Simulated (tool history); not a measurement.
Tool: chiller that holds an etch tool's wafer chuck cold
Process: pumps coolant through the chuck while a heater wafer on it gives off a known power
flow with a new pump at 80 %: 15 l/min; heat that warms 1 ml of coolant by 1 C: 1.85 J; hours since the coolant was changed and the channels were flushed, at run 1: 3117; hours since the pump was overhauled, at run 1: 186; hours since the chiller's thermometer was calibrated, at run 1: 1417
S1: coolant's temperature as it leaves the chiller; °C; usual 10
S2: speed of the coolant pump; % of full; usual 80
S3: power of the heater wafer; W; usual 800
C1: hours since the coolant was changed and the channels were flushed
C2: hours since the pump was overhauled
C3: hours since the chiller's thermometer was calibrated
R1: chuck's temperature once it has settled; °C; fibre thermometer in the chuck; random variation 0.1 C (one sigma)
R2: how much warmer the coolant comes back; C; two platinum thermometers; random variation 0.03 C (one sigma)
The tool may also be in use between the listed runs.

run,hour,S1,S2,S3,C1,C2,C3,R1,R2
1,0,10,80,800,3117,186,1417,15.2,1.7
2,108,10,80,800,3225,294,1525,15.2,1.82
3,218.5,10,80,800,3335,404,1635,15.3,1.74
# hour 298.9: coolant changed, channels flushed
4,387.1,10,80,800,88,567,1798,15.2,1.82
5,552.3,10,80,800,253,732,1963,15.1,1.73
6,726.3,10,80,459,427,906,2137,12.9,1.03
7,899.4,10,80,459,601,1079,2310,12.9,1.1
8,1050.8,10,80,459,752,1231,2461,13,1.04
9,1134.8,10,80,800,836,1315,2546,15.2,1.82
10,1262.9,17,80,800,964,1443,2674,22.3,1.78
11,1378.7,10,80,800,1080,1559,2789,15.1,1.8
12,1476.7,10,80,800,1178,1657,2887,15.3,1.84
13,1643.7,10,80,409,1345,1824,3054,12.7,0.97
14,1817.7,11,69,1105,1519,1998,3228,19.1,2.85
15,1942.1,11,69,1105,1643,2122,3353,19,2.83
16,2030.4,4,74,1129,1732,2210,3441,11.8,2.7
17,2125.6,18,96,1129,1827,2305,3536,24.5,2.19
18,2211.4,12,93,1129,1912,2391,3622,18.5,2.19
19,2308.2,12,72,452,2009,2488,3719,15.1,1.21
20,2453.6,12,72,547,2155,2633,3864,15.7,1.4
# hour 2489.8: chiller's thermometer calibrated
21,2593.3,6,97,547,2293,2772,103,9.1,1.15
22,2731.4,10,92,800,2432,2910,242,14.7,1.59

The same runs without the tool's hidden state, with the same run-to-run variation:
The hidden state here: heat passed by the chuck's channels, % of clean ones'; flow at a given pump speed, % of a new pump's; coolant's true temperature over the reading, C; drift of the gauge itself on chuck_c, C; drift of the gauge itself on warmer_back_c, C.
run,R2
1,1.7
2,1.81
3,1.73
4,1.81
5,1.7
6,0.99
7,1.06
8,0.99
9,1.77
10,1.72
11,1.74
12,1.77
13,0.9
14,2.77
15,2.74
16,2.61
17,2.09
18,2.09
19,1.1
20,1.29
21,1.03
22,1.47
R1: as measured in every run.
